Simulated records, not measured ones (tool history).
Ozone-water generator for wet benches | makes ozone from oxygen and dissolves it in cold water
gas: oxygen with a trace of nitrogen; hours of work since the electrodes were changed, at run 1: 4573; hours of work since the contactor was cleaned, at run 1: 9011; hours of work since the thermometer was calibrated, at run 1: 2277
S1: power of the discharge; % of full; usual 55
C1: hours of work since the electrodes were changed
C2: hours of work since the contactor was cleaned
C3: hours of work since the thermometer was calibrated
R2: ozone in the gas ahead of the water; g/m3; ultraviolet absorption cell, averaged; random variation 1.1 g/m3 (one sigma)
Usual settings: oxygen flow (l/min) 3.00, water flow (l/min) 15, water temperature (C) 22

run 1 day=0.000 | S1=55 oxygen_flow_(l/min)=3.00 water_flow_(l/min)=15 water_temperature_(C)=22 | C1=4573 C2=9011 C3=2277 | dissolved_ozone_(ppm)=16.8 R2=199.0
run 2 day=5.612 | S1=55 oxygen_flow_(l/min)=3.00 water_flow_(l/min)=15 water_temperature_(C)=22 | C1=4695 C2=9133 C3=2399 | dissolved_ozone_(ppm)=16.9 R2=197.7
run 3 day=9.783 | S1=55 oxygen_flow_(l/min)=3.00 water_flow_(l/min)=15 water_temperature_(C)=22 | C1=4785 C2=9223 C3=2490 | dissolved_ozone_(ppm)=16.7 R2=200.4
run 4 day=14.967 | S1=55 oxygen_flow_(l/min)=3.00 water_flow_(l/min)=15 water_temperature_(C)=22 | C1=4898 C2=9336 C3=2602 | dissolved_ozone_(ppm)=16.8 R2=197.5
run 5 day=18.975 | S1=55 oxygen_flow_(l/min)=3.00 water_flow_(l/min)=15 water_temperature_(C)=22 | C1=4985 C2=9423 C3=2689 | dissolved_ozone_(ppm)=16.6 R2=197.6
run 6 day=25.254 | S1=55 oxygen_flow_(l/min)=3.00 water_flow_(l/min)=15 water_temperature_(C)=22 | C1=5121 C2=9559 C3=2826 | dissolved_ozone_(ppm)=16.8 R2=199.3
run 7 day=28.925 | S1=55 oxygen_flow_(l/min)=3.00 water_flow_(l/min)=15 water_temperature_(C)=22 | C1=5201 C2=9639 C3=2905 | dissolved_ozone_(ppm)=16.8 R2=197.7
run 8 day=32.496 | S1=55 oxygen_flow_(l/min)=3.00 water_flow_(l/min)=15 water_temperature_(C)=22 | C1=5279 C2=9716 C3=2983 | dissolved_ozone_(ppm)=16.5 R2=196.6
run 9 day=38.592 | S1=55 oxygen_flow_(l/min)=3.00 water_flow_(l/min)=15 water_temperature_(C)=22 | C1=5411 C2=9849 C3=3115 | dissolved_ozone_(ppm)=16.6 R2=196.8
run 10 day=45.675 | S1=55 oxygen_flow_(l/min)=3.00 water_flow_(l/min)=15 water_temperature_(C)=22 | C1=5565 C2=10003 C3=3269 | dissolved_ozone_(ppm)=16.8 R2=196.6
run 11 day=53.038 | S1=55 oxygen_flow_(l/min)=1.77 water_flow_(l/min)=15 water_temperature_(C)=22 | C1=5725 C2=10162 C3=3429 | dissolved_ozone_(ppm)=14.8 R2=244.6
run 12 day=57.367 | S1=55 oxygen_flow_(l/min)=1.77 water_flow_(l/min)=15 water_temperature_(C)=22 | C1=5819 C2=10256 C3=3523 | dissolved_ozone_(ppm)=14.8 R2=246.2
run 13 day=61.992 | S1=55 oxygen_flow_(l/min)=1.77 water_flow_(l/min)=15 water_temperature_(C)=22 | C1=5919 C2=10357 C3=3623 | dissolved_ozone_(ppm)=14.7 R2=246.2
run 14 day=67.442 | S1=55 oxygen_flow_(l/min)=3.70 water_flow_(l/min)=15 water_temperature_(C)=22 | C1=6038 C2=10475 C3=3742 | dissolved_ozone_(ppm)=17.2 R2=179.2
run 15 day=70.742 | S1=55 oxygen_flow_(l/min)=3.00 water_flow_(l/min)=15 water_temperature_(C)=26 | C1=6109 C2=10547 C3=3813 | dissolved_ozone_(ppm)=15.6 R2=193.9
run 16 day=74.638 | S1=55 oxygen_flow_(l/min)=3.00 water_flow_(l/min)=15 water_temperature_(C)=26 | C1=6194 C2=10631 C3=3898 | dissolved_ozone_(ppm)=15.8 R2=195.7
run 17 day=81.454 | S1=63 oxygen_flow_(l/min)=5.12 water_flow_(l/min)=15 water_temperature_(C)=22 | C1=6342 C2=10779 C3=4046 | dissolved_ozone_(ppm)=20.1 R2=176.8
-- day=82.167 contactor cleaned
run 18 day=87.354 | S1=55 oxygen_flow_(l/min)=2.12 water_flow_(l/min)=20 water_temperature_(C)=29 | C1=6466 C2=113 C3=4171 | dissolved_ozone_(ppm)=10.6 R2=225.7
run 19 day=91.575 | S1=55 oxygen_flow_(l/min)=2.12 water_flow_(l/min)=20 water_temperature_(C)=29 | C1=6558 C2=204 C3=4262 | dissolved_ozone_(ppm)=11.0 R2=225.1
run 20 day=96.021 | S1=42 oxygen_flow_(l/min)=3.00 water_flow_(l/min)=17 water_temperature_(C)=23 | C1=6654 C2=301 C3=4359 | dissolved_ozone_(ppm)=11.6 R2=152.5
run 21 day=102.025 | S1=54 oxygen_flow_(l/min)=3.00 water_flow_(l/min)=17 water_temperature_(C)=23 | C1=6785 C2=431 C3=4489 | dissolved_ozone_(ppm)=14.4 R2=191.2
run 22 day=109.983 | S1=44 oxygen_flow_(l/min)=3.91 water_flow_(l/min)=10 water_temperature_(C)=18 | C1=6958 C2=604 C3=4662 | dissolved_ozone_(ppm)=21.0 R2=141.3
run 23 day=114.883 | S1=55 oxygen_flow_(l/min)=1.71 water_flow_(l/min)=19 water_temperature_(C)=22 | C1=7064 C2=710 C3=4768 | dissolved_ozone_(ppm)=11.6 R2=245.7
run 24 day=122.008 | S1=77 oxygen_flow_(l/min)=1.56 water_flow_(l/min)=15 water_temperature_(C)=15 | C1=7219 C2=865 C3=4923 | dissolved_ozone_(ppm)=20.5 R2=345.4
-- day=126.708 gauge calibrated
run 25 day=126.746 | S1=77 oxygen_flow_(l/min)=1.56 water_flow_(l/min)=15 water_temperature_(C)=15 | C1=7322 C2=968 C3=5026 | dissolved_ozone_(ppm)=20.4 R2=355.1
run 26 day=131.612 | S1=55 oxygen_flow_(l/min)=3.00 water_flow_(l/min)=21 water_temperature_(C)=22 | C1=7427 C2=1074 C3=5132 | dissolved_ozone_(ppm)=12.0 R2=196.5
run 27 day=135.496 | S1=55 oxygen_flow_(l/min)=3.00 water_flow_(l/min)=21 water_temperature_(C)=22 | C1=7512 C2=1158 C3=5216 | dissolved_ozone_(ppm)=12.4 R2=196.8
run 28 day=142.354 | S1=55 oxygen_flow_(l/min)=3.00 water_flow_(l/min)=16 water_temperature_(C)=15 | C1=7661 C2=1307 C3=5365 | dissolved_ozone_(ppm)=17.2 R2=197.5
run 29 day=149.317 | S1=55 oxygen_flow_(l/min)=3.00 water_flow_(l/min)=16 water_temperature_(C)=15 | C1=7812 C2=1458 C3=5516 | dissolved_ozone_(ppm)=17.3 R2=197.5
run 30 day=154.188 | S1=55 oxygen_flow_(l/min)=3.00 water_flow_(l/min)=19 water_temperature_(C)=19 | C1=7917 C2=1564 C3=5622 | dissolved_ozone_(ppm)=14.0 R2=195.6
-- day=157.783 water thermometer calibrated
run 31 day=161.192 | S1=55 oxygen_flow_(l/min)=3.00 water_flow_(l/min)=19 water_temperature_(C)=19 | C1=8069 C2=1716 C3=74 | dissolved_ozone_(ppm)=13.9 R2=196.7
run 32 day=167.521 | S1=55 oxygen_flow_(l/min)=3.00 water_flow_(l/min)=19 water_temperature_(C)=19 | C1=8207 C2=1853 C3=212 | dissolved_ozone_(ppm)=13.7 R2=197.7

Hidden state or all else? Some run-to-run changes of R2, split into what the settings, what came in and random variation would give without the hidden state, and what is left for the hidden state (with any gauge scatter that isn't in both results):
The hidden state here: yield of the discharge, % of new electrodes'; contactor's efficiency, % of a clean one's; true water temperature over the reading, C; drift of the gauge itself on ozone_ppm, %; drift of the gauge itself on gas_g_m3, %.
Run 22 -> 23: S1 44 -> 55, oxygen flow (l/min) 3.91 -> 1.71, water flow (l/min) 10 -> 19, water temperature (C) 18 -> 22. R2 +104.4 g/m3: hidden state -3.1, all else +107.5.
Run 23 -> 24: S1 55 -> 77, oxygen flow (l/min) 1.71 -> 1.56, water flow (l/min) 19 -> 15, water temperature (C) 22 -> 15. R2 +99.7 g/m3: hidden state -3.6, all else +103.3.
Run 24 -> 25: gauge calibrated. R2 +9.7 g/m3: hidden state +9.8, all else -0.1.
Run 25 -> 26: S1 77 -> 55, oxygen flow (l/min) 1.56 -> 3.00, water flow (l/min) 15 -> 21, water temperature (C) 15 -> 22. R2 -158.6 g/m3: hidden state +0.2, all else -158.8.

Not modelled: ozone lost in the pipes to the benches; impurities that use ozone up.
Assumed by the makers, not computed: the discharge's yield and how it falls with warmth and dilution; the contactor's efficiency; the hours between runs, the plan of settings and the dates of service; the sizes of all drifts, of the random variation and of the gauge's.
